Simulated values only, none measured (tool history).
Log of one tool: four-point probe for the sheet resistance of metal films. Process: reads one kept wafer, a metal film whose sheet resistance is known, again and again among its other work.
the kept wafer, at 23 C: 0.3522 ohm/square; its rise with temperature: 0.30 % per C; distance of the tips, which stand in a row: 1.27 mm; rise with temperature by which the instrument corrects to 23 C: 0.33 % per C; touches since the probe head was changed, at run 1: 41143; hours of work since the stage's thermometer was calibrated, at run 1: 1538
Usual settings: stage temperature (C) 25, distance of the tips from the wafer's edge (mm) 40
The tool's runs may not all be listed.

| run | hour | stage temperature (C) | distance of the tips from the wafer's edge (mm) | touches since the probe head was changed | hours of work since the stage's thermometer was calibrated | sheet resistance as the instrument gives it (ohm/square) |
|---|---|---|---|---|---|---|
| 1 | 0 | 25 | 40 | 41143 | 1538 | 0.351845 |
| 2 | 48.5 | 25 | 40 | 44022 | 1573 | 0.351835 |
| 3 | 87.9 | 25 | 40 | 46355 | 1600 | 0.352035 |
| 4 | 141.2 | 25 | 40 | 49517 | 1638 | 0.352066 |
| 5 | 185.4 | 25 | 40 | 52141 | 1670 | 0.352051 |
| 6 | 230.5 | 25 | 40 | 54816 | 1701 | 0.352172 |
| 7 | 269.6 | 25 | 40 | 57133 | 1729 | 0.352341 |
| 8 | 298.6 | 25 | 40 | 58855 | 1750 | 0.352147 |
| 9 | 326 | 25 | 40 | 60482 | 1769 | 0.352195 |
| 10 | 357.2 | 25 | 40 | 62331 | 1791 | 0.352306 |
| 11 | 380.2 | 25 | 40 | 63697 | 1808 | 0.352317 |
| 12 | 434.5 | 22 | 40 | 66919 | 1846 | 0.352704 |
| 13 | 461 | 25 | 40 | 68491 | 1865 | 0.352468 |
| 14 | 516.3 | 25 | 40 | 71769 | 1904 | 0.352549 |
| 15 | 543.2 | 30 | 37 | 73367 | 1923 | 0.352301 |
| 16 | 596.9 | 26 | 48 | 76549 | 1961 | 0.352513 |
| 17 | 645.2 | 20 | 13 | 79415 | 1995 | 0.35506 |
| 18 | 673.5 | 22 | 5 | 81096 | 2015 | 0.36469 |
| 19 | 707.6 | 26 | 69 | 83117 | 2039 | 0.352698 |
| 20 | 740.3 | 18 | 6 | 85060 | 2063 | 0.361795 |
| 21 | 780.7 | 18 | 6 | 87454 | 2091 | 0.361686 |
| 22 | 804.4 | 18 | 6 | 88861 | 2108 | 0.361996 |
| 23 | 843.8 | 28 | 7 | 91194 | 2136 | 0.358789 |
| 24 | 867.5 | 34 | 7 | 92603 | 2153 | 0.358227 |
| 25 | 906.5 | 18 | 6 | 94916 | 2180 | 0.361902 |
| 26 | 944.8 | 33 | 40 | 97189 | 2207 | 0.352597 |
| 27 | 971.3 | 33 | 56 | 98757 | 2226 | 0.352496 |
| 28 | 1008.4 | 25 | 17 | 100963 | 2253 | 0.354067 |

Hidden state or all else? Some run-to-run changes of sheet resistance as the instrument gives it (ohm/square), split into what the settings, what came in and random variation would give without the hidden state, and what is left for the hidden state (with any gauge scatter that isn't in both results):
The hidden state here: inner tips' distance over the nominal, %; tips' flats over new ones', %; wafer's true temperature over the reading, C; drift of the gauge itself on sheet_ohm, %.
Run 11 -> 12: stage temperature (C) 25 -> 22. sheet resistance as the instrument gives it (ohm/square) +0.000387: hidden state +0.00008, all else +0.000307.
Run 13 -> 14: no setting changed, nothing entered. sheet resistance as the instrument gives it (ohm/square) +0.000081: hidden state +0.000081, all else +0.
Run 17 -> 18: stage temperature (C) 20 -> 22, distance of the tips from the wafer's edge (mm) 13 -> 5. sheet resistance as the instrument gives it (ohm/square) +0.00963: hidden state +0.000057, all else +0.009573.
Run 18 -> 19: stage temperature (C) 22 -> 26, distance of the tips from the wafer's edge (mm) 5 -> 69. sheet resistance as the instrument gives it (ohm/square) -0.011992: hidden state +0.000032, all else -0.012024.

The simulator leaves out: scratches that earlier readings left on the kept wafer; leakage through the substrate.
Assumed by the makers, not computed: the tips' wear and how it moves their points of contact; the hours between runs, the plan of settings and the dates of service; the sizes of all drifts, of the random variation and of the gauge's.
